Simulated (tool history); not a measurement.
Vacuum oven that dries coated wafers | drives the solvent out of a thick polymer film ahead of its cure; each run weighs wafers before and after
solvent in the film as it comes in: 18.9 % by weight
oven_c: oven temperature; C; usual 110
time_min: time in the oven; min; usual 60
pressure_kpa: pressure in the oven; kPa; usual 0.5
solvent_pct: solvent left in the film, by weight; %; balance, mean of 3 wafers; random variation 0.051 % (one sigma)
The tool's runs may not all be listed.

{"run": 1, "day": 0.0, "oven_c": 110, "time_min": 60, "pressure_kpa": 0.5, "solvent_pct": 0.88}
{"run": 2, "day": 1.058, "oven_c": 110, "time_min": 60, "pressure_kpa": 0.5, "solvent_pct": 0.86}
{"run": 3, "day": 2.096, "oven_c": 98, "time_min": 60, "pressure_kpa": 0.5, "solvent_pct": 3.08}
{"run": 4, "day": 3.117, "oven_c": 98, "time_min": 60, "pressure_kpa": 0.5, "solvent_pct": 3.11}
{"run": 5, "day": 3.871, "oven_c": 98, "time_min": 60, "pressure_kpa": 0.5, "solvent_pct": 3.12}
{"run": 6, "day": 4.788, "oven_c": 98, "time_min": 60, "pressure_kpa": 0.5, "solvent_pct": 3.07}
{"run": 7, "day": 5.3, "oven_c": 98, "time_min": 60, "pressure_kpa": 0.5, "solvent_pct": 3.1}
{"run": 8, "day": 5.925, "oven_c": 98, "time_min": 60, "pressure_kpa": 0.5, "solvent_pct": 3.08}
{"run": 9, "day": 6.592, "oven_c": 98, "time_min": 60, "pressure_kpa": 0.5, "solvent_pct": 3.17}
{"day": 6.758, "done": "oven's thermocouples calibrated"}
{"run": 10, "day": 7.829, "oven_c": 98, "time_min": 60, "pressure_kpa": 0.5, "solvent_pct": 3.34}
{"run": 11, "day": 9.046, "oven_c": 110, "time_min": 60, "pressure_kpa": 0.5, "solvent_pct": 0.94}
{"run": 12, "day": 9.946, "oven_c": 110, "time_min": 60, "pressure_kpa": 0.5, "solvent_pct": 0.89}
{"run": 13, "day": 10.954, "oven_c": 110, "time_min": 60, "pressure_kpa": 0.5, "solvent_pct": 0.92}
{"run": 14, "day": 11.654, "oven_c": 123, "time_min": 60, "pressure_kpa": 0.5, "solvent_pct": 0.21}
{"run": 15, "day": 12.896, "oven_c": 123, "time_min": 60, "pressure_kpa": 0.5, "solvent_pct": 0.26}
{"day": 13.171, "done": "oven's thermocouples calibrated, once more"}
{"run": 16, "day": 13.742, "oven_c": 123, "time_min": 39, "pressure_kpa": 0.5, "solvent_pct": 0.48}
{"run": 17, "day": 14.383, "oven_c": 123, "time_min": 39, "pressure_kpa": 1.122, "solvent_pct": 0.62}
{"run": 18, "day": 15.446, "oven_c": 123, "time_min": 39, "pressure_kpa": 1.122, "solvent_pct": 0.61}
{"run": 19, "day": 16.567, "oven_c": 123, "time_min": 39, "pressure_kpa": 1.122, "solvent_pct": 0.65}
{"run": 20, "day": 17.096, "oven_c": 110, "time_min": 60, "pressure_kpa": 0.46, "solvent_pct": 0.88}
{"run": 21, "day": 17.717, "oven_c": 122, "time_min": 95, "pressure_kpa": 0.776, "solvent_pct": 0.22}
{"run": 22, "day": 18.396, "oven_c": 122, "time_min": 95, "pressure_kpa": 0.776, "solvent_pct": 0.23}
{"run": 23, "day": 19.458, "oven_c": 110, "time_min": 39, "pressure_kpa": 1.019, "solvent_pct": 2.49}
{"run": 24, "day": 20.325, "oven_c": 121, "time_min": 60, "pressure_kpa": 0.5, "solvent_pct": 0.34}

Forecast each of these 5 alternatives for the next run:
{"run": "A", "day": 21.354, "oven_c": 111, "time_min": 30, "pressure_kpa": 0.486, "solvent_pct": "?"}
{"run": "B", "day": 21.354, "oven_c": 121, "time_min": 60, "pressure_kpa": 1.627, "solvent_pct": "?"}
{"run": "C", "day": 21.354, "oven_c": 105, "time_min": 60, "pressure_kpa": 0.5, "solvent_pct": "?"}
{"run": "D", "day": 21.354, "oven_c": 121, "time_min": 49, "pressure_kpa": 1.772, "solvent_pct": "?"}
{"run": "E", "day": 21.354, "oven_c": 105, "time_min": 41, "pressure_kpa": 0.664, "solvent_pct": "?"}

run=A solvent_pct=3.2
run=B solvent_pct=0.5
run=C solvent_pct=1.61
run=D solvent_pct=0.82
run=E solvent_pct=3.26
Without the tool's hidden state the same runs would have given:
run=A solvent_pct=3.01
run=B solvent_pct=0.42
run=C solvent_pct=1.43
run=D solvent_pct=0.74
run=E solvent_pct=3.06
